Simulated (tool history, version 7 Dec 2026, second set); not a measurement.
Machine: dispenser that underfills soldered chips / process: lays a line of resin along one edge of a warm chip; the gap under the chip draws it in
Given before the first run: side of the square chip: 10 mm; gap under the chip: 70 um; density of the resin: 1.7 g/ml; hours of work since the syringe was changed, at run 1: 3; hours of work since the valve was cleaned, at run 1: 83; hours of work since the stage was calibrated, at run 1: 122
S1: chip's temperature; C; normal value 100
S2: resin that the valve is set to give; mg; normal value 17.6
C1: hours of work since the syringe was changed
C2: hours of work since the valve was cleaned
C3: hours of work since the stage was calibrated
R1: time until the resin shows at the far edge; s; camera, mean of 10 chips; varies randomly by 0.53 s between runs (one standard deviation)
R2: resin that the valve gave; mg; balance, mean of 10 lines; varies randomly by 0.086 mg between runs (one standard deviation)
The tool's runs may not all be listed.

Run 1, hour 0.0: usual settings; C1 3; C2 83; C3 122. Result: R1 54.5 s, R2 17.14 mg.
Run 2, hour 4.3: usual settings but S2 15.0 mg; C1 6; C2 86; C3 125. Result: R1 72.7 s, R2 14.51 mg.
At hour 8.8: new syringe of resin.
Run 3, hour 10.2: usual settings but S2 15.0 mg; C1 1; C2 90; C3 129. Result: R1 51.1 s, R2 14.47 mg.
Run 4, hour 16.3: usual settings but S2 15.0 mg; C1 5; C2 94; C3 134. Result: R1 72.3 s, R2 14.51 mg.
At hour 21.1: new syringe of resin.
Run 5, hour 21.4: usual settings but S2 15.0 mg; C1 0; C2 98; C3 137. Result: R1 48.8 s, R2 14.46 mg.
Run 6, hour 24.2: usual settings; C1 2; C2 100; C3 139. Result: R1 54.2 s, R2 16.83 mg.
Run 7, hour 29.5: usual settings but S1 101 C; C1 6; C2 104; C3 143. Result: R1 69.9 s, R2 16.72 mg.
At hour 33.3: new syringe of resin.
Run 8, hour 36.2: usual settings; C1 2; C2 109; C3 148. Result: R1 53.7 s, R2 16.92 mg.
Run 9, hour 41.6: usual settings but S1 95 C; C1 6; C2 113; C3 152. Result: R1 91.1 s, R2 16.70 mg.
At hour 45.8: new syringe of resin.
Run 10, hour 46.2: usual settings but S1 114 C; C1 0; C2 116; C3 155. Result: R1 26.2 s, R2 16.63 mg.
Run 11, hour 52.8: usual settings; C1 5; C2 121; C3 160. Result: R1 66.1 s, R2 16.60 mg.
At hour 58.4: new syringe of resin.
Run 12, hour 59.9: usual settings; C1 1; C2 126; C3 165. Result: R1 51.6 s, R2 16.74 mg.
Run 13, hour 64.3: usual settings but S1 88 C; C1 4; C2 129; C3 168. Result: R1 110.9 s, R2 16.65 mg.
At hour 70.5: new syringe of resin.
Run 14, hour 70.5: usual settings but S1 88 C; C1 0; C2 133; C3 173. Result: R1 78.1 s, R2 16.45 mg.
At hour 75.3: dispensing valve cleaned and set on the balance.
Run 15, hour 76.6: usual settings but S1 88 C; C1 4; C2 1; C3 176. Result: R1 102.9 s, R2 17.64 mg.
Run 16, hour 82.6: usual settings but S1 88 C; C1 8; C2 5; C3 181. Result: R1 141.8 s, R2 17.52 mg.
At hour 83.9: new syringe of resin.
Run 17, hour 88.3: usual settings but S1 88 C; C1 3; C2 9; C3 185. Result: R1 101.6 s, R2 17.63 mg.
Run 18, hour 93.7: usual settings but S1 88 C; C1 7; C2 13; C3 189. Result: R1 135.3 s, R2 17.45 mg.
At hour 96.0: new syringe of resin.
Run 19, hour 97.5: usual settings but S1 107 C, S2 17.5 mg; C1 1; C2 16; C3 191. Result: R1 37.1 s, R2 17.34 mg.
Run 20, hour 101.5: usual settings but S1 107 C, S2 17.5 mg; C1 4; C2 19; C3 194. Result: R1 45.2 s, R2 17.48 mg.
Run 21, hour 106.1: usual settings but S1 107 C, S2 17.5 mg; C1 7; C2 22; C3 198. Result: R1 57.9 s, R2 17.28 mg.
At hour 108.3: new syringe of resin.
Run 22, hour 109.9: usual settings but S1 98 C, S2 17.1 mg; C1 1; C2 25; C3 200. Result: R1 55.7 s, R2 16.97 mg.
Run 23, hour 115.9: usual settings but S1 111 C, S2 22.0 mg; C1 6; C2 29; C3 205. Result: R1 43.2 s, R2 21.82 mg.
At hour 120.5: new syringe of resin.
Run 24, hour 122.1: usual settings but S1 101 C, S2 16.1 mg; C1 1; C2 34; C3 209. Result: R1 48.5 s, R2 15.89 mg.
Run 25, hour 125.1: usual settings but S1 101 C, S2 16.1 mg; C1 3; C2 36; C3 211. Result: R1 57.3 s, R2 15.83 mg.
Run 26, hour 131.0: usual settings but S1 107 C, S2 17.1 mg; C1 8; C2 40; C3 215. Result: R1 60.6 s, R2 16.72 mg.
At hour 132.7: new syringe of resin.
Run 27, hour 136.7: usual settings but S1 89 C, S2 16.4 mg; C1 3; C2 44; C3 219. Result: R1 98.0 s, R2 16.02 mg.
Run 28, hour 140.7: usual settings but S1 89 C, S2 16.4 mg; C1 6; C2 47; C3 222. Result: R1 123.9 s, R2 16.13 mg.
At hour 145.1: new syringe of resin.
Run 29, hour 147.9: usual settings but S1 97 C; C1 2; C2 52; C3 227. Result: R1 61.0 s, R2 17.16 mg.
Run 30, hour 153.8: usual settings but S1 108 C, S2 15.0 mg; C1 6; C2 56; C3 232. Result: R1 55.0 s, R2 14.65 mg.
At hour 157.4: new syringe of resin.
Run 31, hour 157.8: usual settings but S1 91 C, S2 15.8 mg; C1 0; C2 59; C3 234. Result: R1 76.6 s, R2 15.47 mg.
Run 32, hour 161.5: usual settings but S1 102 C, S2 18.1 mg; C1 3; C2 62; C3 237. Result: R1 54.6 s, R2 17.63 mg.
Run 33, hour 165.9: usual settings but S1 86 C, S2 22.9 mg; C1 6; C2 65; C3 240. Result: R1 140.7 s, R2 22.32 mg.
At hour 169.8: new syringe of resin.
Run 34, hour 172.6: usual settings but S1 86 C, S2 22.9 mg; C1 2; C2 70; C3 245. Result: R1 103.9 s, R2 22.23 mg.
Run 35, hour 177.3: usual settings but S1 89 C, S2 19.9 mg; C1 5; C2 73; C3 249. Result: R1 117.6 s, R2 19.31 mg.

Forecast each of these 3 alternatives for the next run:
At hour 182.0: new syringe of resin.
Run A, hour 182.0: usual settings but S1 109 C, S2 22.0 mg; C1 0; C2 77; C3 252. Result: R1 ?, R2 ?.
At hour 182.0: new syringe of resin.
Run B, hour 182.0: usual settings but S1 87 C; C1 0; C2 77; C3 252. Result: R1 ?, R2 ?.
At hour 182.0: new syringe of resin.
Run C, hour 182.0: usual settings but S1 101 C, S2 16.9 mg; C1 0; C2 77; C3 252. Result: R1 ?, R2 ?.

run    R1     R2
  A  31.3  21.26
  B  88.0  16.89
  C  46.5  16.33
Had the tool no hidden state, the same runs would have come out as:
run    R1     R2
  A  28.5  21.99
  B  79.2  17.47
  C  42.1  16.89
